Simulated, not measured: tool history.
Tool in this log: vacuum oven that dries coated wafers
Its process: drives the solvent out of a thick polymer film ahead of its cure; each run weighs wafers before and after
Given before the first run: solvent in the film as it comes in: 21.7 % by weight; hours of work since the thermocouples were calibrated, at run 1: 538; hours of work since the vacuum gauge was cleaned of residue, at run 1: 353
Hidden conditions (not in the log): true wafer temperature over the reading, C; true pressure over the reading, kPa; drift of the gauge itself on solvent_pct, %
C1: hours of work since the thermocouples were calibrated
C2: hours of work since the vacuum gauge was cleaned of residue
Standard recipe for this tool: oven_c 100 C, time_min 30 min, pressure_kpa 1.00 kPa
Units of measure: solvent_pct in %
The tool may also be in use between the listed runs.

{"run": 1, "hour": 0.0, "oven_c": 100, "time_min": 30, "pressure_kpa": 1.0, "C1": 538, "C2": 353, "solvent_pct": 3.17}
{"run": 2, "hour": 53.8, "oven_c": 100, "time_min": 30, "pressure_kpa": 3.32, "C1": 575, "C2": 390, "solvent_pct": 4.04}
{"run": 3, "hour": 124.4, "oven_c": 98, "time_min": 30, "pressure_kpa": 1.0, "C1": 624, "C2": 438, "solvent_pct": 3.72}
{"run": 4, "hour": 168.6, "oven_c": 98, "time_min": 30, "pressure_kpa": 2.74, "C1": 654, "C2": 469, "solvent_pct": 4.39}
{"run": 5, "hour": 235.1, "oven_c": 98, "time_min": 30, "pressure_kpa": 2.74, "C1": 700, "C2": 514, "solvent_pct": 4.41}
{"run": 6, "hour": 274.5, "oven_c": 98, "time_min": 30, "pressure_kpa": 2.74, "C1": 727, "C2": 542, "solvent_pct": 4.36}
{"run": 7, "hour": 311.0, "oven_c": 98, "time_min": 30, "pressure_kpa": 1.35, "C1": 752, "C2": 567, "solvent_pct": 3.89}
{"run": 8, "hour": 365.4, "oven_c": 98, "time_min": 30, "pressure_kpa": 1.35, "C1": 790, "C2": 604, "solvent_pct": 3.96}
{"run": 9, "hour": 414.3, "oven_c": 98, "time_min": 30, "pressure_kpa": 0.62, "C1": 824, "C2": 638, "solvent_pct": 3.68}
{"run": 10, "hour": 450.8, "oven_c": 98, "time_min": 30, "pressure_kpa": 0.62, "C1": 849, "C2": 663, "solvent_pct": 3.61}
{"run": 11, "hour": 508.1, "oven_c": 98, "time_min": 30, "pressure_kpa": 0.62, "C1": 888, "C2": 702, "solvent_pct": 3.67}
{"run": 12, "hour": 559.5, "oven_c": 100, "time_min": 30, "pressure_kpa": 2.11, "C1": 924, "C2": 738, "solvent_pct": 3.78}
{"run": 13, "hour": 614.3, "oven_c": 100, "time_min": 30, "pressure_kpa": 2.11, "C1": 961, "C2": 776, "solvent_pct": 3.72}
{"run": 14, "hour": 681.0, "oven_c": 100, "time_min": 52, "pressure_kpa": 2.36, "C1": 1007, "C2": 821, "solvent_pct": 1.83}
{"run": 15, "hour": 734.4, "oven_c": 114, "time_min": 51, "pressure_kpa": 1.0, "C1": 1044, "C2": 858, "solvent_pct": 0.39}
{"run": 16, "hour": 783.1, "oven_c": 91, "time_min": 51, "pressure_kpa": 1.11, "C1": 1078, "C2": 892, "solvent_pct": 3.1}
{"run": 17, "hour": 842.3, "oven_c": 105, "time_min": 50, "pressure_kpa": 1.4, "C1": 1118, "C2": 933, "solvent_pct": 1.05}
{"run": 18, "hour": 895.6, "oven_c": 100, "time_min": 43, "pressure_kpa": 0.66, "C1": 1155, "C2": 969, "solvent_pct": 1.76}
{"run": 19, "hour": 968.4, "oven_c": 109, "time_min": 33, "pressure_kpa": 2.1, "C1": 1205, "C2": 1019, "solvent_pct": 1.68}
{"run": 20, "hour": 1018.9, "oven_c": 114, "time_min": 25, "pressure_kpa": 0.77, "C1": 1240, "C2": 1054, "solvent_pct": 1.46}

Forecast run 21:
{"run": 21, "hour": 1091.0, "oven_c": 114, "time_min": 25, "pressure_kpa": 0.77, "C1": 1290, "C2": 1104, "solvent_pct": "?"}

{"run 21": {"solvent_pct": 1.43}}
The same run, on a tool lacking any hidden state, would have yielded solvent_pct 1.10 %.
